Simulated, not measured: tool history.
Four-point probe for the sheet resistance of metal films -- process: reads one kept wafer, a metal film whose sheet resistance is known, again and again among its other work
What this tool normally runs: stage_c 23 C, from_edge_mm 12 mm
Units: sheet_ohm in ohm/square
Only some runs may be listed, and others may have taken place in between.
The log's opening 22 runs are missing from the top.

| run | day | stage_c | from_edge_mm | sheet_ohm |
|---|---|---|---|---|
| 23 | 17.3 | 23 | 12 | 21.903711 |
| 24 | 17.833 | 22 | 70 | 21.867382 |
| 25 | 18.375 | 19 | 9 | 21.893108 |
| 26 | 19.258 | 19 | 9 | 21.896772 |
| 27 | 20.167 | 20 | 5 | 21.97444 |
| 28 | 20.938 | 21 | 8 | 21.912278 |
| 29 | 21.612 | 21 | 8 | 21.911504 |
| 30 | 22.183 | 21 | 7 | 21.920981 |
| 31 | 22.629 | 27 | 5 | 22.02016 |
| 32 | 23.396 | 27 | 5 | 22.019382 |
| 33 | 24.112 | 22 | 3 | 22.188129 |
| 34 | 25.121 | 22 | 3 | 22.186535 |
| 35 | 25.954 | 22 | 3 | 22.190356 |
| 36 | 26.721 | 32 | 6 | 22.013889 |
| 37 | 27.338 | 32 | 6 | 22.015491 |
| 38 | 27.896 | 20 | 20 | 21.856144 |
| 39 | 28.512 | 22 | 4 | 22.049628 |
| 40 | 29.196 | 22 | 4 | 22.049694 |
| 41 | 29.838 | 22 | 4 | 22.052 |

Run 42 has not been measured yet. What should we expect?
| 42 | 30.312 | 22 | 6 | ? |

sheet_ohm: 21.947952 ohm/square
Without the tool's hidden state the same run would have given sheet_ohm 21.966287 ohm/square.
